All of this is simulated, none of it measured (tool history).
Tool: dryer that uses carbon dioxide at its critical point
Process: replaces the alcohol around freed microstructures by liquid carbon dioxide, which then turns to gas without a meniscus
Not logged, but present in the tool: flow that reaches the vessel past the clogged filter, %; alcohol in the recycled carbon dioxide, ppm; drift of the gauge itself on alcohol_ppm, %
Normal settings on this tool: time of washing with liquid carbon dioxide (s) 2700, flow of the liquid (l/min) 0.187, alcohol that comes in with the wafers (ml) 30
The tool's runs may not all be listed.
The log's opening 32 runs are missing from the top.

| run | hour | time of washing with liquid carbon dioxide (s) | flow of the liquid (l/min) | alcohol that comes in with the wafers (ml) | hours of work since the filter was changed | hours of work since the purifier's bed was changed | alcohol left in the vessel before it's heated (ppm by volume) |
|---|---|---|---|---|---|---|---|
| 33 | 339.6 | 2700 | 0.187 | 61 | 70 | 194 | 108 |
| 34 | 345.8 | 2520 | 0.169 | 78 | 73 | 197 | 295 |
| 35 | 356.4 | 2520 | 0.169 | 78 | 78 | 202 | 310 |
| 36 | 369.3 | 2520 | 0.169 | 78 | 85 | 208 | 303 |
| 37 | 378.2 | 2520 | 0.169 | 78 | 89 | 212 | 310 |
| 38 | 385.4 | 2460 | 0.155 | 60 | 92 | 216 | 417 |
| 39 | 397.8 | 2460 | 0.155 | 60 | 98 | 222 | 422 |
| 40 | 406.1 | 3900 | 0.315 | 31 | 102 | 226 | 63 |
| 41 | 413.4 | 2160 | 0.221 | 77 | 106 | 229 | 175 |
| 42 | 424.8 | 2280 | 0.221 | 45 | 111 | 235 | 98 |
| 43 | 436.7 | 3540 | 0.156 | 84 | 117 | 240 | 110 |
| 44 | 445.2 | 1920 | 0.156 | 34 | 121 | 244 | 704 |
| 45 | 457.2 | 3660 | 0.253 | 53 | 127 | 250 | 67 |
| 46 | 471.1 | 3660 | 0.253 | 53 | 134 | 257 | 53 |
| 47 | 477.4 | 3660 | 0.253 | 53 | 137 | 260 | 57 |

Below are 3 alternative next runs, each starting from the tool's condition after run 47. Predict each:
| A | 484.8 | 3780 | 0.187 | 56 | 140 | 263 | ? |
| B | 484.8 | 4020 | 0.301 | 54 | 140 | 263 | ? |
| C | 484.8 | 2520 | 0.187 | 54 | 140 | 263 | ? |

| run | alcohol left in the vessel before it's heated (ppm by volume) |
|---|---|
| A | 62 |
| B | 77 |
| C | 167 |
Had the tool no hidden state, the same runs would have come out as:
| run | alcohol left in the vessel before it's heated (ppm by volume) |
|---|---|
| A | 2 |
| B | 14 |
| C | 82 |

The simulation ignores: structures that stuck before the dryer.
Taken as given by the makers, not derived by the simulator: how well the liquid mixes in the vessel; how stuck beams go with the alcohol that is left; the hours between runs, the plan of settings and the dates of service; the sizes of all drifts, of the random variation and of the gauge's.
